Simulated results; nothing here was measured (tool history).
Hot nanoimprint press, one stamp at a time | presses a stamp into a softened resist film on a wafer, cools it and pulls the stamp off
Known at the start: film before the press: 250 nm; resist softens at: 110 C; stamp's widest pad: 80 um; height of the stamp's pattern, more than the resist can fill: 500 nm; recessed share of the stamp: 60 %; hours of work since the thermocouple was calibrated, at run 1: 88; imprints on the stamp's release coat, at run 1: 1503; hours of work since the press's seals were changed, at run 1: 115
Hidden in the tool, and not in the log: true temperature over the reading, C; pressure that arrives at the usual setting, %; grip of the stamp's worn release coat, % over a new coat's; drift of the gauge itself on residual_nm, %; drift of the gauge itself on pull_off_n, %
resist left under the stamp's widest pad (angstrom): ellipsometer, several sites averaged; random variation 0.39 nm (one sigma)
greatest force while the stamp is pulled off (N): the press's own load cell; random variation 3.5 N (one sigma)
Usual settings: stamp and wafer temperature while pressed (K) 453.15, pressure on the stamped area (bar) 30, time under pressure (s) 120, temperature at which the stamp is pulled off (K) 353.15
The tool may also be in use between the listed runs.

run	hour	stamp and wafer temperature while pressed (K)	pressure on the stamped area (bar)	time under pressure (s)	temperature at which the stamp is pulled off (K)	hours of work since the thermocouple was calibrated	imprints on the stamp's release coat	hours of work since the press's seals were changed	resist left under the stamp's widest pad (angstrom)	greatest force while the stamp is pulled off (N)
1	0	453.15	30	120	353.15	88	1503	115	1071	165
2	13.6	453.15	30	120	353.15	97	1566	123	1073	169
# hour 40.4: stamp cleaned and given a new release coat
3	40.6	441.15	30	120	353.15	110	1	137	1849	171
4	55.3	453.15	27.6	120	353.15	119	68	146	1125	169
5	74.5	453.15	27.6	120	353.15	131	157	158	1125	162
6	89.2	453.15	27.6	120	353.15	141	224	167	1123	170
7	112.9	453.15	27.6	120	353.15	156	334	183	1125	163
8	131	453.15	27.6	120	353.15	167	417	194	1118	167
9	153.4	453.15	27.6	120	353.15	182	520	208	1112	170
10	167.7	453.15	30	97	353.15	191	586	217	1157	172
11	185.8	453.15	30	97	353.15	202	670	229	1157	169
12	210.4	453.15	30	104	342.15	218	783	244	1122	202
13	222.6	455.15	30	80	353.15	226	839	252	1121	167
14	240.1	455.15	37.3	120	355.15	237	920	263	861	164
15	260	455.15	37.3	120	355.15	249	1011	276	862	165
16	280.9	451.15	40.7	159	353.15	263	1108	289	912	171
# hour 287.4: plate thermocouple calibrated
17	303.3	451.15	40.7	159	353.15	10	1197	302	915	171
18	320.5	443.15	26	75	347.15	21	1276	312	1988	188
19	345.9	444.15	29.6	120	358.15	37	1393	329	1655	154

Hidden state at the last listed run before each entry between runs and at the first one after, where it differs:
Between runs 2 and 3: stamp cleaned and given a new release coat (hour 40.4)
  grip of the stamp's worn release coat, % over a new coat's: 1.2 -> 0
Between runs 16 and 17: plate thermocouple calibrated (hour 287.4)
  true temperature over the reading, C: -0.02 -> 0
